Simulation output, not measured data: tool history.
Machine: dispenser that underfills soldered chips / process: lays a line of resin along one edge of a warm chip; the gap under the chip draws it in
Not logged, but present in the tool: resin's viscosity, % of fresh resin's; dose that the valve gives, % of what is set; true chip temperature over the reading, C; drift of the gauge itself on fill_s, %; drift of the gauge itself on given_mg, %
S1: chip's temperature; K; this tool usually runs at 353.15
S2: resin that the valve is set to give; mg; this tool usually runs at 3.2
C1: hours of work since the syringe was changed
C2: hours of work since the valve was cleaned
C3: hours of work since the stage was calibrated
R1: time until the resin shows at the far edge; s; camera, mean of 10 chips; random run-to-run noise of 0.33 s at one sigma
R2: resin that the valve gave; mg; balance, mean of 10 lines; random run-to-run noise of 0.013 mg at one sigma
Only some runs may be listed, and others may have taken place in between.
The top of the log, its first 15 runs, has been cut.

| run | hour | S1 | S2 | C1 | C2 | C3 | R1 | R2 |
|---|---|---|---|---|---|---|---|---|
| 16 | 91.9 | 354.15 | 3.2 | 7 | 37 | 275 | 24.1 | 3.13 |
|  | 93.3 | new syringe of resin |
| 17 | 98.7 | 354.15 | 3.2 | 4 | 42 | 280 | 18.9 | 3.12 |
|  | 103.2 | new syringe of resin |
| 18 | 103.8 | 353.15 | 3.2 | 0 | 46 | 284 | 14.1 | 3.13 |
|  | 106.8 | dispensing valve cleaned and set on the balance |
| 19 | 110.2 | 364.15 | 3.47 | 5 | 3 | 288 | 13.4 | 3.48 |
|  | 114.4 | new syringe of resin |
| 20 | 117.8 | 361.15 | 2.84 | 3 | 8 | 294 | 13.1 | 2.86 |
| 21 | 122.2 | 361.15 | 2.84 | 6 | 12 | 297 | 17.8 | 2.8 |
|  | 124.4 | new syringe of resin |
| 22 | 129.1 | 365.15 | 3.24 | 4 | 17 | 303 | 12.6 | 3.21 |
|  | 134.5 | new syringe of resin |
| 23 | 135.9 | 346.15 | 4.03 | 1 | 22 | 308 | 19.1 | 3.98 |
| 24 | 143.5 | 353.15 | 3.71 | 7 | 28 | 314 | 25.5 | 3.64 |
|  | 144.9 | new syringe of resin |
| 25 | 148.7 | 363.15 | 3.01 | 3 | 32 | 318 | 13 | 2.93 |
|  | 155 | new syringe of resin |
| 26 | 156.6 | 349.15 | 3.24 | 1 | 38 | 324 | 17.9 | 3.19 |
| 27 | 162.6 | 347.15 | 3.25 | 6 | 43 | 328 | 29 | 3.18 |
|  | 165.1 | new syringe of resin |
|  | 169.3 | dispensing valve cleaned and set on the balance |
| 28 | 171.5 | 366.15 | 3.26 | 4 | 2 | 334 | 12.4 | 3.24 |
|  | 176.4 | new syringe of resin |
| 29 | 177.1 | 366.15 | 3.26 | 1 | 6 | 339 | 9.1 | 3.25 |
| 30 | 184.4 | 352.15 | 3.72 | 6 | 12 | 344 | 24.5 | 3.69 |
|  | 186.8 | new syringe of resin |
| 31 | 191 | 353.15 | 2.9 | 3 | 17 | 349 | 19.4 | 2.87 |
| 32 | 194.4 | 349.15 | 2.9 | 6 | 19 | 352 | 28.3 | 2.87 |

What does the tool deliver on the next run?
|  | 196.9 | new syringe of resin |
| 33 | 202 | 349.15 | 2.9 | 4 | 25 | 358 | ? | ? |

For run 33 the tool returned R1 23.6 s, R2 2.86 mg.
Were there no unlogged condition in the tool, this run, its random variation unchanged, would have produced R1 15.2 s, R2 2.91 mg.
